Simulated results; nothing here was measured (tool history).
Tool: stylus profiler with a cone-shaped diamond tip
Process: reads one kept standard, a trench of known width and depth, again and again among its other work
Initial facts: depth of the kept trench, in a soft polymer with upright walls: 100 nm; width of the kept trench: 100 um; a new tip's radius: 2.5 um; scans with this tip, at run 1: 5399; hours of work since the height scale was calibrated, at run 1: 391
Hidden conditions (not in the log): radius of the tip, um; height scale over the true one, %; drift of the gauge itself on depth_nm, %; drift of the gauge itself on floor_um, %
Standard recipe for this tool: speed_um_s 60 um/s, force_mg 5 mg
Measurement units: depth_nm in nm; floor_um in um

run,day,speed_um_s,force_mg,scans with this tip,hours of work since the height scale was calibrated,depth_nm,floor_um
1,0,60,5,5399,391,101.73,98.19
2,0.871,60,5,5529,400,101.79,98.19
3,1.746,60,5,5660,410,101.76,98.23
4,2.7,60,5,5802,420,101.76,98.17
5,3.471,60,5,5918,428,101.78,98.15
6,4.167,60,5,6021,436,101.78,98.19
7,5.146,60,5,6168,446,101.7,98.14
8,6.025,60,2.32,6299,456,100.91,98.1
9,6.625,60,2.32,6389,462,100.9,98.05
10,7.221,20,4.26,6478,469,101.56,98.23
11,7.717,184,2.25,6552,474,100.84,97.61
12,8.267,58,8.39,6634,480,102.62,98.15
13,8.758,58,8.39,6708,485,102.52,98.18
14,9.371,16,10.85,6799,492,103.11,98.28
15,10.371,182,6.31,6948,503,102.04,97.91

Consider 5 possible next runs. They are alternatives, not a sequence: every one starts from the tool as it was left by run 15. What does each give?
A,11.271,182,11.53,7083,513,?,?
B,11.271,97,12.12,7083,513,?,?
C,11.271,27,7.44,7083,513,?,?
D,11.271,21,2.19,7083,513,?,?
E,11.271,29,13.53,7083,513,?,?

run,depth_nm,floor_um
A,103.23,98.02
B,103.33,98.08
C,102.38,98.18
D,100.83,98.11
E,103.6,98.17
With the hidden condition removed and each run's random variation left untouched, the same runs would have given:
run,depth_nm,floor_um
A,103.52,98.35
B,103.61,98.41
C,102.66,98.51
D,101.12,98.44
E,103.89,98.5

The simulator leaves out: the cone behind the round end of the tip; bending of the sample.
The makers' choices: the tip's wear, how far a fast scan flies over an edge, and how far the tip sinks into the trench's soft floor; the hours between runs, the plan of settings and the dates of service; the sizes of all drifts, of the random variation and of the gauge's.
